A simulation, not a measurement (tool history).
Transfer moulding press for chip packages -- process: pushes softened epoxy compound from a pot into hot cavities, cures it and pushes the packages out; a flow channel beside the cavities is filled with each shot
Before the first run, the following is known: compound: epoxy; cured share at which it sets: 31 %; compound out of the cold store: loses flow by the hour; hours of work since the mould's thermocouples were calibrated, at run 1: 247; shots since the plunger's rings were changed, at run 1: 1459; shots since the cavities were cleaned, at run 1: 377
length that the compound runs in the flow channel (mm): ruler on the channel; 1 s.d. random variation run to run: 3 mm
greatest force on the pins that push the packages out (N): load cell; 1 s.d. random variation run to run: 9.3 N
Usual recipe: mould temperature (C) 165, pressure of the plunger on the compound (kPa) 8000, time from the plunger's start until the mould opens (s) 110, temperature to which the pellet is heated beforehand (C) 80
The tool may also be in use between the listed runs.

run   hour  mould temperature (C)  pressure of the plunger on the compound (kPa)  time from the plunger's start until the mould opens (s)  temperature to which the pellet is heated beforehand (C)  hours of work since the mould's thermocouples were calibrated  shots since the plunger's rings were changed  shots since the cavities were cleaned  incoming compound's hours out of the cold store  length that the compound runs in the flow channel (mm)  greatest force on the pins that push the packages out (N)
  1      0                    165                                           8000                                                      110                                                        80                                                            247                                          1459                                    377                                             43.6                                                     482                                                        727
  2      6                    165                                           8000                                                      110                                                        80                                                            252                                          1538                                    456                                             42.7                                                     486                                                        748
  3   11.2                    165                                           8000                                                      110                                                        80                                                            256                                          1608                                    526                                             37.3                                                     506                                                        795
  4   19.8                    165                                           8000                                                      110                                                        80                                                            262                                          1722                                    640                                               29                                                     524                                                        832
  5   26.4                    165                                           8000                                                      110                                                        80                                                            267                                          1808                                    726                                             22.2                                                     546                                                        867
  6     32                    165                                           8000                                                      110                                                        80                                                            271                                          1882                                    800                                             45.9                                                     476                                                        858
      39.7  -- cavities cleaned with cleaning compound and waxed
  7   42.8                    169                                           8000                                                      110                                                        80                                                            278                                          2005                                     40                                             46.2                                                     469                                                        427
  8   52.4                    169                                           8000                                                      110                                                        80                                                            286                                          2132                                    167                                             22.6                                                     534                                                        541
  9   61.7                    169                                           8000                                                      110                                                        80                                                            293                                          2255                                    290                                             19.4                                                     545                                                        615
 10   69.6                    169                                           8000                                                      110                                                        80                                                            299                                          2359                                    394                                             20.8                                                     538                                                        685
 11   77.9                    165                                           8000                                                      110                                                        80                                                            305                                          2468                                    503                                               46                                                     473                                                        784
 12     82                    165                                           8000                                                      110                                                        80                                                            308                                          2523                                    558                                             34.4                                                     500                                                        833
      87.5  -- plunger's sealing rings changed
 13   89.7                    165                                           8000                                                      110                                                        80                                                            312                                            29                                    627                                             31.8                                                     532                                                        852
      92.2  -- mould's thermocouples calibrated
 14   96.7                    165                                           8000                                                      110                                                        80                                                              3                                            95                                    693                                             21.9                                                     566                                                        885
 15  101.7                    164                                           6170                                                      131                                                        85                                                              7                                           160                                    758                                             29.1                                                     478                                                        780
 16  108.7                    163                                           6170                                                      131                                                        80                                                             12                                           253                                    851                                             46.2                                                     429                                                        798
     111.9  -- cavities cleaned with cleaning compound and waxed
 17  116.9                    160                                           8930                                                       93                                                        82                                                             18                                           343                                     66                                             11.8                                                     642                                                       1064
 18  126.5                    160                                           8930                                                       93                                                        82                                                             25                                           469                                    192                                             32.2                                                     571                                                       1128
     132.8  -- mould's thermocouples calibrated, once more
 19  138.1                    160                                           8930                                                       93                                                        82                                                              4                                           596                                    319                                             26.2                                                     590                                                       1268
 20  144.4                    171                                           8930                                                       93                                                        82                                                              9                                           679                                    402                                             18.1                                                     584                                                        737
 21  148.4                    165                                           7320                                                      114                                                        86                                                             12                                           732                                    455                                             25.8                                                     523                                                        772
 22  156.6                    165                                           7320                                                      114                                                        86                                                             18                                           840                                    563                                             28.9                                                     512                                                        819
 23  163.6                    165                                           7320                                                      114                                                        86                                                             23                                           933                                    656                                             43.1                                                     469                                                        817
 24  169.4                    165                                           7320                                                      114                                                        86                                                             28                                          1010                                    733                                             29.4                                                     508                                                        806
 25  177.1                    168                                           9720                                                      114                                                        83                                                             33                                          1111                                    834                                             40.4                                                     533                                                        774
     181.7  -- cavities cleaned with cleaning compound and waxed
 26  184.5                    169                                           9500                                                      109                                                        84                                                             38                                          1188                                     36                                             28.3                                                     567                                                        429
 27  192.6                    158                                           6970                                                      146                                                        84                                                             44                                          1296                                    144                                             23.2                                                     526                                                        552
 28  201.4                    158                                           6970                                                      146                                                        84                                                             51                                          1413                                    261                                             30.9                                                     505                                                        653

For each entry between runs, how does the tool's hidden state at the last listed run before it compare with that at the first listed run after it?
Between runs 6 and 7: cavities cleaned with cleaning compound and waxed (hour 39.7)
  true mould temperature over the reading, C: -0.52 -> -0.53; pressure that reaches the compound, % of what is set: 93.39 -> 93.02; grip of the stained cavities, % over clean ones': 103.2 -> 12.8
  measured result minus the result with no hidden state, length that the compound runs in the flow channel (mm): -15 -> -16; greatest force on the pins that push the packages out (N): +440 -> +52
Between runs 12 and 13: plunger's sealing rings changed (hour 87.5)
  pressure that reaches the compound, % of what is set: 91.41 -> 99.72; grip of the stained cavities, % over clean ones': 92.8 -> 96.8
  measured result minus the result with no hidden state, length that the compound runs in the flow channel (mm): -21 -> +1; greatest force on the pins that push the packages out (N): +410 -> +430
Between runs 13 and 14: mould's thermocouples calibrated (hour 92.2)
  true mould temperature over the reading, C: -0.59 -> -0.86; pressure that reaches the compound, % of what is set: 99.72 -> 99.5; grip of the stained cavities, % over clean ones': 96.8 -> 100
  measured result minus the result with no hidden state, length that the compound runs in the flow channel (mm): +1 -> +0; greatest force on the pins that push the packages out (N): +430 -> +459
Between runs 16 and 17: cavities cleaned with cleaning compound and waxed (hour 111.9)
  true mould temperature over the reading, C: -0.88 -> -0.89; pressure that reaches the compound, % of what is set: 99.03 -> 98.74; grip of the stained cavities, % over clean ones': 106 -> 21.7
  measured result minus the result with no hidden state, length that the compound runs in the flow channel (mm): +0 -> -2; greatest force on the pins that push the packages out (N): +416 -> +243
Between runs 18 and 19: mould's thermocouples calibrated, once more (hour 132.8)
  true mould temperature over the reading, C: -0.9 -> 0.03; pressure that reaches the compound, % of what is set: 98.35 -> 97.99; grip of the stained cavities, % over clean ones': 49.3 -> 69.8
  measured result minus the result with no hidden state, length that the compound runs in the flow channel (mm): -2 -> -6; greatest force on the pins that push the packages out (N): +417 -> +521
Between runs 25 and 26: cavities cleaned with cleaning compound and waxed (hour 181.7)
  pressure that reaches the compound, % of what is set: 96.36 -> 96.13; grip of the stained cavities, % over clean ones': 105.6 -> 13.2
  measured result minus the result with no hidden state, length that the compound runs in the flow channel (mm): -10 -> -11; greatest force on the pins that push the packages out (N): +397 -> +51
